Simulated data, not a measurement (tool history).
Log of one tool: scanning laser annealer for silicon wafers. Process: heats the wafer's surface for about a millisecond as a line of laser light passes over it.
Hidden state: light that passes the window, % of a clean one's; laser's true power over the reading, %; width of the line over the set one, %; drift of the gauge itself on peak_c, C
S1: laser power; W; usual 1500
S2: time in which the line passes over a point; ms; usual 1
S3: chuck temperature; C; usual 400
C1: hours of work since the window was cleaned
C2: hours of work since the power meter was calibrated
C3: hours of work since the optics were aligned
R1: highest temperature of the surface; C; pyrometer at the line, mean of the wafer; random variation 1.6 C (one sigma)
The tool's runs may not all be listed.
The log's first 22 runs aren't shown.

run 23 day=11.271 | S1=1560 S2=1.07 S3=400 | C1=13 C2=596 C3=292 | R1=1209
run 24 day=11.688 | S1=1560 S2=0.75 S3=362 | C1=20 C2=603 C3=299 | R1=1019
run 25 day=12.021 | S1=1524 S2=0.93 S3=362 | C1=25 C2=609 C3=304 | R1=1085
run 26 day=12.5 | S1=1605 S2=1 S3=389 | C1=33 C2=617 C3=312 | R1=1191
run 27 day=13.167 | S1=1605 S2=1 S3=426 | C1=44 C2=628 C3=323 | R1=1230
run 28 day=13.579 | S1=1500 S2=0.79 S3=389 | C1=51 C2=634 C3=330 | R1=1033
-- day=13.842 window over the wafer cleaned, once more
run 29 day=14.179 | S1=1500 S2=0.79 S3=389 | C1=6 C2=643 C3=338 | R1=1046
run 30 day=14.942 | S1=1458 S2=0.74 S3=429 | C1=18 C2=655 C3=351 | R1=1037
run 31 day=15.4 | S1=1460 S2=0.74 S3=411 | C1=26 C2=663 C3=358 | R1=1020
run 32 day=15.796 | S1=1460 S2=0.74 S3=411 | C1=32 C2=669 C3=365 | R1=1020
run 33 day=16.383 | S1=1460 S2=0.74 S3=411 | C1=42 C2=679 C3=375 | R1=1018
run 34 day=16.738 | S1=1460 S2=0.74 S3=411 | C1=48 C2=685 C3=380 | R1=1020
run 35 day=17.4 | S1=1464 S2=1.1 S3=417 | C1=58 C2=696 C3=391 | R1=1189
run 36 day=17.792 | S1=1366 S2=0.82 S3=386 | C1=65 C2=702 C3=398 | R1=983
run 37 day=18.188 | S1=1525 S2=1.11 S3=382 | C1=71 C2=709 C3=404 | R1=1201
run 38 day=18.567 | S1=1500 S2=1 S3=391 | C1=78 C2=715 C3=410 | R1=1143

Forecast each of these 4 alternatives for the next run:
run A day=19.154 | S1=1354 S2=0.72 S3=407 | C1=87 C2=724 C3=420 | R1=?
run B day=19.154 | S1=1594 S2=0.96 S3=400 | C1=87 C2=724 C3=420 | R1=?
run C day=19.154 | S1=1490 S2=0.87 S3=373 | C1=87 C2=724 C3=420 | R1=?
run D day=19.154 | S1=1548 S2=0.91 S3=362 | C1=87 C2=724 C3=420 | R1=?

run=A R1=954
run=B R1=1191
run=C R1=1059
run=D R1=1102
Without the tool's hidden state the same runs would have given:
run=A R1=956
run=B R1=1194
run=C R1=1062
run=D R1=1105
